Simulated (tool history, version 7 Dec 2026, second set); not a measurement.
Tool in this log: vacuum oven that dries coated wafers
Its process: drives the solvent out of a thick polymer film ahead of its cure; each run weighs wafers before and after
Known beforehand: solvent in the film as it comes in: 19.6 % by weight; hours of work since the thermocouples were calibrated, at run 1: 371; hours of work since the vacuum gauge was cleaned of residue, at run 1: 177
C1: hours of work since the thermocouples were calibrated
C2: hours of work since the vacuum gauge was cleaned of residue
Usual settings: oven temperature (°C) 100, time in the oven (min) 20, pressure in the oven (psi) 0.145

run 1 hour=0.0 | oven_temperature_(°C)=100 time_in_the_oven_(min)=20 pressure_in_the_oven_(psi)=0.145 | C1=371 C2=177 | solvent_left_in_the_film_(%)=3.84
run 2 hour=20.1 | oven_temperature_(°C)=100 time_in_the_oven_(min)=32 pressure_in_the_oven_(psi)=0.145 | C1=386 C2=191 | solvent_left_in_the_film_(%)=2.09
run 3 hour=44.0 | oven_temperature_(°C)=100 time_in_the_oven_(min)=32 pressure_in_the_oven_(psi)=0.145 | C1=404 C2=209 | solvent_left_in_the_film_(%)=2.16
run 4 hour=67.7 | oven_temperature_(°C)=100 time_in_the_oven_(min)=32 pressure_in_the_oven_(psi)=0.145 | C1=421 C2=226 | solvent_left_in_the_film_(%)=2.23
run 5 hour=89.1 | oven_temperature_(°C)=100 time_in_the_oven_(min)=32 pressure_in_the_oven_(psi)=0.145 | C1=437 C2=242 | solvent_left_in_the_film_(%)=2.20
run 6 hour=99.5 | oven_temperature_(°C)=100 time_in_the_oven_(min)=32 pressure_in_the_oven_(psi)=0.109 | C1=445 C2=250 | solvent_left_in_the_film_(%)=1.87
run 7 hour=113.4 | oven_temperature_(°C)=100 time_in_the_oven_(min)=32 pressure_in_the_oven_(psi)=0.109 | C1=455 C2=260 | solvent_left_in_the_film_(%)=1.92
run 8 hour=127.4 | oven_temperature_(°C)=100 time_in_the_oven_(min)=20 pressure_in_the_oven_(psi)=0.145 | C1=465 C2=271 | solvent_left_in_the_film_(%)=3.87
run 9 hour=148.6 | oven_temperature_(°C)=100 time_in_the_oven_(min)=20 pressure_in_the_oven_(psi)=0.145 | C1=481 C2=286 | solvent_left_in_the_film_(%)=3.81
run 10 hour=159.6 | oven_temperature_(°C)=100 time_in_the_oven_(min)=20 pressure_in_the_oven_(psi)=0.145 | C1=489 C2=294 | solvent_left_in_the_film_(%)=3.85
run 11 hour=184.3 | oven_temperature_(°C)=100 time_in_the_oven_(min)=16 pressure_in_the_oven_(psi)=0.145 | C1=507 C2=313 | solvent_left_in_the_film_(%)=4.94
run 12 hour=198.5 | oven_temperature_(°C)=100 time_in_the_oven_(min)=16 pressure_in_the_oven_(psi)=0.145 | C1=518 C2=323 | solvent_left_in_the_film_(%)=4.94
run 13 hour=217.5 | oven_temperature_(°C)=100 time_in_the_oven_(min)=16 pressure_in_the_oven_(psi)=0.145 | C1=532 C2=337 | solvent_left_in_the_film_(%)=5.01
run 14 hour=230.0 | oven_temperature_(°C)=96 time_in_the_oven_(min)=14 pressure_in_the_oven_(psi)=0.145 | C1=541 C2=346 | solvent_left_in_the_film_(%)=7.33
run 15 hour=251.3 | oven_temperature_(°C)=108 time_in_the_oven_(min)=12 pressure_in_the_oven_(psi)=0.261 | C1=557 C2=362 | solvent_left_in_the_film_(%)=4.30
run 16 hour=266.5 | oven_temperature_(°C)=90 time_in_the_oven_(min)=20 pressure_in_the_oven_(psi)=0.145 | C1=568 C2=373 | solvent_left_in_the_film_(%)=7.90
run 17 hour=283.1 | oven_temperature_(°C)=100 time_in_the_oven_(min)=20 pressure_in_the_oven_(psi)=0.271 | C1=580 C2=385 | solvent_left_in_the_film_(%)=4.80
run 18 hour=304.8 | oven_temperature_(°C)=100 time_in_the_oven_(min)=23 pressure_in_the_oven_(psi)=0.252 | C1=596 C2=401 | solvent_left_in_the_film_(%)=4.22
run 19 hour=326.2 | oven_temperature_(°C)=88 time_in_the_oven_(min)=31 pressure_in_the_oven_(psi)=0.177 | C1=612 C2=417 | solvent_left_in_the_film_(%)=6.86
run 20 hour=343.2 | oven_temperature_(°C)=88 time_in_the_oven_(min)=31 pressure_in_the_oven_(psi)=0.177 | C1=624 C2=430 | solvent_left_in_the_film_(%)=6.79
run 21 hour=358.6 | oven_temperature_(°C)=103 time_in_the_oven_(min)=20 pressure_in_the_oven_(psi)=0.379 | C1=636 C2=441 | solvent_left_in_the_film_(%)=4.58
run 22 hour=377.4 | oven_temperature_(°C)=103 time_in_the_oven_(min)=20 pressure_in_the_oven_(psi)=0.379 | C1=650 C2=455 | solvent_left_in_the_film_(%)=4.57
run 23 hour=399.7 | oven_temperature_(°C)=112 time_in_the_oven_(min)=27 pressure_in_the_oven_(psi)=0.110 | C1=666 C2=471 | solvent_left_in_the_film_(%)=0.88

A few steps of solvent left in the film (%) between consecutive runs. Split each: what settings, incoming material and random variation would produce without the hidden state, and what is left over for the hidden state, along with gauge scatter present in only one of the two compared results (measured, and without hidden state):
Hidden state at play: true wafer temperature over the reading, C; true pressure over the reading, kPa; drift of the gauge itself on solvent_pct, %.
Run 15 -> 16: oven temperature (°C) 108 -> 90, time in the oven (min) 12 -> 20, pressure in the oven (psi) 0.261 -> 0.145. solvent left in the film (%) +3.60: hidden state +0.13, all else +3.47.
Run 18 -> 19: oven temperature (°C) 100 -> 88, time in the oven (min) 23 -> 31, pressure in the oven (psi) 0.252 -> 0.177. solvent left in the film (%) +2.64: hidden state +0.15, all else +2.49.
Run 22 -> 23: oven temperature (°C) 103 -> 112, time in the oven (min) 20 -> 27, pressure in the oven (psi) 0.379 -> 0.110. solvent left in the film (%) -3.69: hidden state -0.24, all else -3.45.

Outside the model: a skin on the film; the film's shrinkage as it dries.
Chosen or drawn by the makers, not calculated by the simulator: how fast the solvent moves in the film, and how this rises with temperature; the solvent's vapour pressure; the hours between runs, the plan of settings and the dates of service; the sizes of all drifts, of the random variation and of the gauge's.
